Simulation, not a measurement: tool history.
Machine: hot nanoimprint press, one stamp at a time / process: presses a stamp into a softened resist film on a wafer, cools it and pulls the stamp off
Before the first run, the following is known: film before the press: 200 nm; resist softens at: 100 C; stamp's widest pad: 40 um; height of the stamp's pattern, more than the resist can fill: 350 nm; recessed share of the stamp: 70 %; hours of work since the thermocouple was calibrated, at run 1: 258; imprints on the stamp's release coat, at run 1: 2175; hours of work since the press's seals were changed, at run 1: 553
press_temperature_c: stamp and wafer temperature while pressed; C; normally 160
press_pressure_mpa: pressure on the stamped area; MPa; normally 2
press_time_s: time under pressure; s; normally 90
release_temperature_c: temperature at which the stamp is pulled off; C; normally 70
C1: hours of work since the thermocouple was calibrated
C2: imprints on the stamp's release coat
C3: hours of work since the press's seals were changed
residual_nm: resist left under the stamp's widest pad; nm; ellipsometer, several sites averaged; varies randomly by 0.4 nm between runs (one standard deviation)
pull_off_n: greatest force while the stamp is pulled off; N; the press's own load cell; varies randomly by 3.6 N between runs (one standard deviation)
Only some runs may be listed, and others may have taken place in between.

Run 1, hour 0: usual settings; C1 258; C2 2175; C3 553. Result: residual_nm 87.7 nm, pull_off_n 215 N.
At hour 18.5: plate thermocouple calibrated.
Run 2, hour 27.5: usual settings; C1 6; C2 2301; C3 571. Result: residual_nm 84.5 nm, pull_off_n 223 N.
Run 3, hour 52.3: usual settings; C1 24; C2 2428; C3 588. Result: residual_nm 85.4 nm, pull_off_n 221 N.
At hour 69.9: stamp cleaned and given a new release coat.
Run 4, hour 93: usual settings; C1 49; C2 119; C3 613. Result: residual_nm 84 nm, pull_off_n 163 N.
At hour 119.4: plate thermocouple calibrated, once more.
Run 5, hour 140.1: usual settings but press_temperature_c 159 C; C1 15; C2 345; C3 644. Result: residual_nm 95.2 nm, pull_off_n 177 N.
Run 6, hour 179.7: usual settings; C1 43; C2 549; C3 672. Result: residual_nm 90.9 nm, pull_off_n 177 N.
Run 7, hour 211.5: usual settings; C1 65; C2 712; C3 695. Result: residual_nm 90.9 nm, pull_off_n 187 N.
Run 8, hour 237.2: usual settings but press_temperature_c 169 C; C1 83; C2 844; C3 713. Result: residual_nm 62.3 nm, pull_off_n 189 N.
Run 9, hour 274.2: usual settings but press_time_s 86 s; C1 110; C2 1034; C3 739. Result: residual_nm 92.1 nm, pull_off_n 188 N.
Run 10, hour 316.3: usual settings but press_temperature_c 157 C, press_time_s 86 s; C1 140; C2 1250; C3 769. Result: residual_nm 103.2 nm, pull_off_n 194 N.
Run 11, hour 349.1: usual settings but press_temperature_c 162 C, press_time_s 86 s, release_temperature_c 72 C; C1 163; C2 1419; C3 792. Result: residual_nm 83.7 nm, pull_off_n 195 N.
At hour 366.7: press's hydraulic seals changed and the load cell set to zero.
Run 12, hour 377.2: usual settings but press_temperature_c 151 C, press_pressure_mpa 2.47 MPa, press_time_s 102 s, release_temperature_c 75 C; C1 177; C2 1522; C3 7. Result: residual_nm 111 nm, pull_off_n 179 N.
Run 13, hour 411.3: usual settings but press_temperature_c 151 C, press_pressure_mpa 1.29 MPa, press_time_s 80 s, release_temperature_c 64 C; C1 201; C2 1697; C3 32. Result: residual_nm 146.6 nm, pull_off_n 237 N.
Run 14, hour 436.4: usual settings but press_temperature_c 151 C, press_pressure_mpa 1.29 MPa, press_time_s 80 s, release_temperature_c 75 C; C1 219; C2 1826; C3 49. Result: residual_nm 146.8 nm, pull_off_n 175 N.
Run 15, hour 480.7: usual settings but press_temperature_c 151 C, press_pressure_mpa 1.29 MPa, press_time_s 80 s, release_temperature_c 75 C; C1 250; C2 2053; C3 81. Result: residual_nm 146.6 nm, pull_off_n 183 N.
At hour 509.2: plate thermocouple calibrated.
Run 16, hour 519: usual settings but press_temperature_c 150 C, press_pressure_mpa 1.39 MPa, press_time_s 80 s, release_temperature_c 75 C; C1 7; C2 2235; C3 106. Result: residual_nm 150.7 nm, pull_off_n 198 N.
Run 17, hour 554.9: usual settings but press_temperature_c 159 C, press_pressure_mpa 2.77 MPa, press_time_s 118 s, release_temperature_c 68 C; C1 32; C2 2419; C3 131. Result: residual_nm 72.3 nm, pull_off_n 243 N.
At hour 575.5: stamp cleaned and given a new release coat.
Run 18, hour 582: usual settings but press_temperature_c 151 C, press_pressure_mpa 1.4 MPa, press_time_s 128 s, release_temperature_c 68 C; C1 47; C2 33; C3 146. Result: residual_nm 129 nm, pull_off_n 175 N.
Run 19, hour 630.2: usual settings but press_temperature_c 152 C, press_pressure_mpa 1.62 MPa, press_time_s 128 s, release_temperature_c 68 C; C1 82; C2 281; C3 180. Result: residual_nm 118.3 nm, pull_off_n 179 N.

For each run, the measured value with the value that run would have given without the tool's hidden condition subtracted. The run-to-run variation is shared by both, the gauge scatter possibly not:
Hidden conditions of the tool in this case: true temperature over the reading, C; pressure that arrives at the usual setting, %; grip of the stamp's worn release coat, % over a new coat's; drift of the gauge itself on residual_nm, %; drift of the gauge itself on pull_off_n, %.
run  residual_nm  pull_off_n
  1         -2.8         +47
  2         -5.6         +47
  3         -5.7         +48
  4           -6          -7
  5         +0.9          +7
  6         +0.5         +11
  7         +0.2         +15
  8         +0.1         +18
  9         -0.5         +22
 10           -1         +26
 11           -1         +29
 12         -4.2         +28
 13           -4         +43
 14         -4.3         +32
 15         -4.8         +37
 16         -0.7         +48
 17         -0.8         +62
 18         -1.6          -1
 19         -2.2          +5
